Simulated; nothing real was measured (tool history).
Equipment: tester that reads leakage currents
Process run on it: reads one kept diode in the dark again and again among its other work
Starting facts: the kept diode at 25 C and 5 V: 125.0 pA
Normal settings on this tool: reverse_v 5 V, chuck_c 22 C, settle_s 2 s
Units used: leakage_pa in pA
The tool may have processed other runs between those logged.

| run | hour | reverse_v | chuck_c | settle_s | leakage_pa |
|---|---|---|---|---|---|
| 1 | 0 | 5 | 22 | 2 | 89.74 |
| 2 | 105.2 | 5 | 22 | 2 | 90.56 |
| 3 | 239.4 | 5 | 22 | 2 | 90.63 |
| 4 | 349.1 | 5 | 22 | 2 | 89.33 |
| 5 | 514.3 | 5 | 22 | 2 | 89.14 |
|  | 537.9 | tester calibrated |
| 6 | 612.4 | 5 | 22 | 2 | 90.83 |
| 7 | 689.2 | 5 | 22 | 2 | 91.18 |
| 8 | 781.2 | 5 | 30 | 2 | 179.46 |
| 9 | 864.8 | 5 | 30 | 2 | 179.5 |
| 10 | 995.7 | 5 | 30 | 2 | 179.67 |
| 11 | 1079.6 | 5 | 30 | 2 | 179.03 |
| 12 | 1264.7 | 5 | 30 | 2 | 178.64 |
| 13 | 1387 | 5 | 30 | 2 | 177.5 |
| 14 | 1474.8 | 5 | 22 | 0.46 | 91.33 |
| 15 | 1650.4 | 5 | 22 | 4.97 | 88.3 |
|  | 1679.9 | chuck's temperature calibrated |
| 16 | 1791.1 | 5 | 22 | 4.97 | 97.69 |
| 17 | 1947.1 | 5 | 26 | 4.97 | 136.95 |
| 18 | 2064.5 | 5 | 26 | 4.97 | 137.19 |
| 19 | 2152.9 | 11.7 | 22 | 2 | 149.98 |
|  | 2166.6 | probe card cleaned and baked |
| 20 | 2265.6 | 5 | 22 | 1.93 | 97.44 |
| 21 | 2348.5 | 5 | 22 | 1.93 | 97.25 |
| 22 | 2438.5 | 3.41 | 22 | 5.26 | 79.47 |
| 23 | 2550.1 | 3.63 | 21 | 0.93 | 75.92 |
| 24 | 2737 | 1 | 39 | 8.66 | 174.53 |

The next listed run, before its measurement:
|  | 2814.9 | probe card cleaned and baked, once more |
| 25 | 2871.3 | 2.05 | 42 | 0.51 | ? |

{"run 25": {"leakage_pa": 314.06}}
Were there no unlogged condition in the tool, this run, its random variation unchanged, would have produced leakage_pa 326.35 pA.

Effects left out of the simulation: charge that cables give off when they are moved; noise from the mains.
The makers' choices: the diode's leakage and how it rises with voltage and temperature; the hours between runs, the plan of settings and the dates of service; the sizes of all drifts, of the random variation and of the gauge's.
